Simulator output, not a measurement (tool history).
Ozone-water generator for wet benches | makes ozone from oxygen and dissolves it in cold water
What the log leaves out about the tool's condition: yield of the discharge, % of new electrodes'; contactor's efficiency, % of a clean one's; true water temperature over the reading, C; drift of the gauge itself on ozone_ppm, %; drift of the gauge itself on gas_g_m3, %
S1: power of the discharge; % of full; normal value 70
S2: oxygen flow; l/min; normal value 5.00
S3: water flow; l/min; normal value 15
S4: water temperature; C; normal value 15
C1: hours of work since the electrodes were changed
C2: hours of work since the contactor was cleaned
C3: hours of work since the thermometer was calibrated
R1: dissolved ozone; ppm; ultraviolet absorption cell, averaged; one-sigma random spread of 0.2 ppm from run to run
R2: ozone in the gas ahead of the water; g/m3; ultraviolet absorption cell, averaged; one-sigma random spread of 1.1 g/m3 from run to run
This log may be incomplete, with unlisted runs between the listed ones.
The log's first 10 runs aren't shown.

Run 11, hour 1432.5: usual settings but S2 4.22 l/min; C1 8016; C2 4280; C3 3118. Result: R1 29.3 ppm, R2 219.6 g/m3.
Run 12, hour 1642.4: usual settings but S2 4.22 l/min; C1 8207; C2 4471; C3 3309. Result: R1 29.5 ppm, R2 216.5 g/m3.
Run 13, hour 1748.9: usual settings but S2 4.22 l/min; C1 8304; C2 4567; C3 3406. Result: R1 29.6 ppm, R2 215.8 g/m3.
Run 14, hour 1864.9: usual settings but S2 4.22 l/min; C1 8410; C2 4673; C3 3511. Result: R1 29.2 ppm, R2 215.7 g/m3.
Run 15, hour 2016.4: usual settings but S1 92 % of full; C1 8548; C2 4811; C3 3649. Result: R1 34.7 ppm, R2 231.3 g/m3.
Run 16, hour 2179.0: usual settings but S3 10 l/min; C1 8696; C2 4959; C3 3797. Result: R1 37.0 ppm, R2 193.0 g/m3.
Run 17, hour 2331.1: usual settings but S3 17 l/min; C1 8834; C2 5097; C3 3936. Result: R1 26.8 ppm, R2 193.1 g/m3.
Run 18, hour 2536.9: usual settings but S3 17 l/min; C1 9021; C2 5285; C3 4123. Result: R1 27.1 ppm, R2 192.1 g/m3.
Run 19, hour 2642.1: usual settings but S1 60 % of full, S2 2.76 l/min, S4 11 C; C1 9117; C2 5380; C3 4219. Result: R1 27.3 ppm, R2 248.5 g/m3.
Run 20, hour 2796.3: usual settings but S1 60 % of full, S2 2.76 l/min, S4 11 C; C1 9258; C2 5521; C3 4359. Result: R1 27.6 ppm, R2 250.3 g/m3.
At hour 2909.7: gauge calibrated.
Run 21, hour 2950.5: usual settings but S1 74 % of full, S2 7.58 l/min, S3 17 l/min, S4 8 C; C1 9398; C2 5661; C3 4499. Result: R1 29.6 ppm, R2 158.6 g/m3.
Run 22, hour 3162.1: usual settings but S1 63 % of full, S2 3.06 l/min; C1 9590; C2 5854; C3 4692. Result: R1 27.5 ppm, R2 249.0 g/m3.
Run 23, hour 3291.8: usual settings but S1 63 % of full, S2 3.06 l/min; C1 9709; C2 5972; C3 4810. Result: R1 27.5 ppm, R2 248.5 g/m3.

Predict the results of run 24:
Run 24, hour 3473.0: usual settings but S1 63 % of full, S2 3.06 l/min; C1 9873; C2 6137; C3 4975. Result: R1 ?, R2 ?.

Run 24 measured R1 27.7 ppm, R2 248.0 g/m3.
The same run, on a tool lacking any hidden state, would have yielded R1 27.7 ppm, R2 249.9 g/m3.
